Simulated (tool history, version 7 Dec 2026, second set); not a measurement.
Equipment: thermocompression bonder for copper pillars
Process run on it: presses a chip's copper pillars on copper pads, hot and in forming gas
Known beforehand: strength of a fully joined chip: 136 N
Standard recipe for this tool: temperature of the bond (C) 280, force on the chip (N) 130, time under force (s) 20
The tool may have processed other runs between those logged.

run	hour	temperature of the bond (C)	force on the chip (N)	time under force (s)	force that shears a chip off (N)
1	0	280	130	20	54.3
2	37.5	280	130	20	54.4
3	53.9	280	130	20	53.3
4	71.7	280	133	20	53.6
5	91.1	280	130	20	53.9
6	129.7	280	130	20	53.3
7	154.9	262	130	20	39.8
# hour 176.3: forming gas filter changed
8	190.4	280	148	20	64
9	221.3	280	109	47	67.7
10	242.2	273	130	20	51.1
11	270.2	273	130	20	52.1
12	300.5	279	177	49	95.3

Alternative continuations, all from the tool just after run 12; predict every row:
A	335.8	266	177	49	?
B	335.8	279	177	45	?
C	335.8	308	146	49	?

run	force that shears a chip off (N)
A	80.7
B	89.5
C	102.9
Had the tool no hidden state, the same runs would have come out as:
run	force that shears a chip off (N)
A	87.3
B	96.2
C	109.5
